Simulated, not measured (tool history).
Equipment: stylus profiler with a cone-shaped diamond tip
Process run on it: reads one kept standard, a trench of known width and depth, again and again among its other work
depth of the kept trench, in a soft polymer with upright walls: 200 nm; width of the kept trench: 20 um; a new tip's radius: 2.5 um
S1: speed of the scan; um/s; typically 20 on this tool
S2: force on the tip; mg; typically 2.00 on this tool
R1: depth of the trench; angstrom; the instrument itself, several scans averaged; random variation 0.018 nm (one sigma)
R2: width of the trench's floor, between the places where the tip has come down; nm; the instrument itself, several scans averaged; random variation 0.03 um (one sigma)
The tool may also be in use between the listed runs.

Run 1, hour 0.0: usual settings. Result: R1 2018.0 angstrom, R2 17880 nm.
Run 2, hour 21.9: usual settings. Result: R1 2017.7 angstrom, R2 17820 nm.
Run 3, hour 63.5: usual settings. Result: R1 2017.9 angstrom, R2 17940 nm.
Run 4, hour 98.6: usual settings. Result: R1 2018.0 angstrom, R2 17970 nm.
Run 5, hour 139.0: usual settings. Result: R1 2017.6 angstrom, R2 17880 nm.
Run 6, hour 176.2: usual settings. Result: R1 2017.6 angstrom, R2 17900 nm.
Run 7, hour 201.6: usual settings but S2 0.73 mg. Result: R1 2009.0 angstrom, R2 17810 nm.
Run 8, hour 241.2: usual settings but S2 0.73 mg. Result: R1 2009.4 angstrom, R2 17840 nm.
Run 9, hour 284.6: usual settings but S2 0.73 mg. Result: R1 2009.1 angstrom, R2 17840 nm.
Run 10, hour 310.7: usual settings but S2 1.58 mg. Result: R1 2015.0 angstrom, R2 17860 nm.
Run 11, hour 360.7: usual settings but S2 1.27 mg. Result: R1 2012.7 angstrom, R2 17890 nm.
Run 12, hour 405.0: usual settings but S2 1.27 mg. Result: R1 2012.9 angstrom, R2 17920 nm.
Run 13, hour 437.3: usual settings but S2 1.27 mg. Result: R1 2013.0 angstrom, R2 17950 nm.
Run 14, hour 484.2: usual settings but S2 1.27 mg. Result: R1 2013.2 angstrom, R2 17890 nm.
Run 15, hour 529.9: usual settings but S2 1.27 mg. Result: R1 2012.9 angstrom, R2 17900 nm.
Run 16, hour 572.2: usual settings but S2 1.27 mg. Result: R1 2012.8 angstrom, R2 17860 nm.
Run 17, hour 609.0: usual settings but S2 1.27 mg. Result: R1 2013.1 angstrom, R2 17930 nm.
Run 18, hour 631.1: usual settings but S2 1.40 mg. Result: R1 2013.9 angstrom, R2 17870 nm.
Run 19, hour 654.4: usual settings but S1 16 um/s. Result: R1 2017.6 angstrom, R2 17930 nm.
Run 20, hour 678.9: usual settings but S1 67 um/s. Result: R1 2017.5 angstrom, R2 17610 nm.
Run 21, hour 701.7: usual settings but S1 8 um/s. Result: R1 2017.9 angstrom, R2 17980 nm.
Run 22, hour 736.0: usual settings but S1 8 um/s. Result: R1 2017.5 angstrom, R2 17940 nm.
Run 23, hour 774.6: usual settings but S2 0.67 mg. Result: R1 2008.9 angstrom, R2 17810 nm.
Run 24, hour 822.3: usual settings but S2 0.67 mg. Result: R1 2008.5 angstrom, R2 17790 nm.
Run 25, hour 845.7: usual settings but S2 0.82 mg. Result: R1 2009.9 angstrom, R2 17790 nm.
Run 26, hour 871.8: usual settings but S2 3.36 mg. Result: R1 2024.8 angstrom, R2 17920 nm.
Run 27, hour 905.5: usual settings but S2 3.36 mg. Result: R1 2025.0 angstrom, R2 17860 nm.
Run 28, hour 938.8: usual settings but S2 3.36 mg. Result: R1 2025.2 angstrom, R2 17900 nm.
Run 29, hour 984.3: usual settings but S1 15 um/s, S2 3.15 mg. Result: R1 2023.7 angstrom, R2 17960 nm.
Run 30, hour 1020.9: usual settings but S1 21 um/s, S2 1.92 mg. Result: R1 2017.1 angstrom, R2 17910 nm.
Run 31, hour 1071.2: usual settings but S2 2.38 mg. Result: R1 2020.0 angstrom, R2 17820 nm.
Run 32, hour 1113.1: usual settings but S1 31 um/s, S2 1.88 mg. Result: R1 2016.7 angstrom, R2 17800 nm.
Run 33, hour 1136.8: usual settings but S1 31 um/s, S2 2.72 mg. Result: R1 2021.8 angstrom, R2 17820 nm.
Run 34, hour 1165.6: usual settings but S1 31 um/s, S2 2.72 mg. Result: R1 2021.6 angstrom, R2 17820 nm.
Run 35, hour 1211.6: usual settings but S1 31 um/s, S2 2.72 mg. Result: R1 2022.1 angstrom, R2 17860 nm.
Run 36, hour 1248.8: usual settings but S1 56 um/s, S2 3.76 mg. Result: R1 2027.1 angstrom, R2 17760 nm.
Run 37, hour 1288.6: usual settings but S1 56 um/s, S2 0.82 mg. Result: R1 2009.7 angstrom, R2 17450 nm.
Run 38, hour 1315.2: usual settings but S2 3.87 mg. Result: R1 2027.5 angstrom, R2 17950 nm.
Run 39, hour 1353.6: usual settings but S2 3.87 mg. Result: R1 2027.6 angstrom, R2 17960 nm.
Run 40, hour 1389.8: usual settings but S2 3.87 mg. Result: R1 2027.4 angstrom, R2 17930 nm.
At hour 1432.6: height scale calibrated on a step standard.
Run 41, hour 1439.0: usual settings but S1 13 um/s, S2 4.21 mg. Result: R1 2029.2 angstrom, R2 17930 nm.
Run 42, hour 1477.0: usual settings but S1 34 um/s, S2 3.55 mg. Result: R1 2026.0 angstrom, R2 17830 nm.
Run 43, hour 1519.1: usual settings but S1 8 um/s, S2 2.89 mg. Result: R1 2022.7 angstrom, R2 17940 nm.
Run 44, hour 1557.9: usual settings but S1 39 um/s, S2 3.77 mg. Result: R1 2027.0 angstrom, R2 17830 nm.
Run 45, hour 1595.0: usual settings but S1 18 um/s, S2 0.73 mg. Result: R1 2009.0 angstrom, R2 17820 nm.
Run 46, hour 1617.7: usual settings but S1 18 um/s, S2 0.73 mg. Result: R1 2009.0 angstrom, R2 17890 nm.

Predict each of these 3 candidate next runs independently; none follows another, all start after run 46:
Run A, hour 1661.5: usual settings but S1 34 um/s, S2 2.06 mg. Result: R1 ?, R2 ?.
Run B, hour 1661.5: usual settings but S1 21 um/s, S2 1.28 mg. Result: R1 ?, R2 ?.
Run C, hour 1661.5: usual settings but S2 4.09 mg. Result: R1 ?, R2 ?.

run      R1     R2
  A  2017.8  17840
  B  2012.9  17860
  C  2028.6  17940
Had the tool no hidden state, the same runs would have come out as:
run      R1     R2
  A  2017.9  17860
  B  2013.0  17870
  C  2028.6  17960
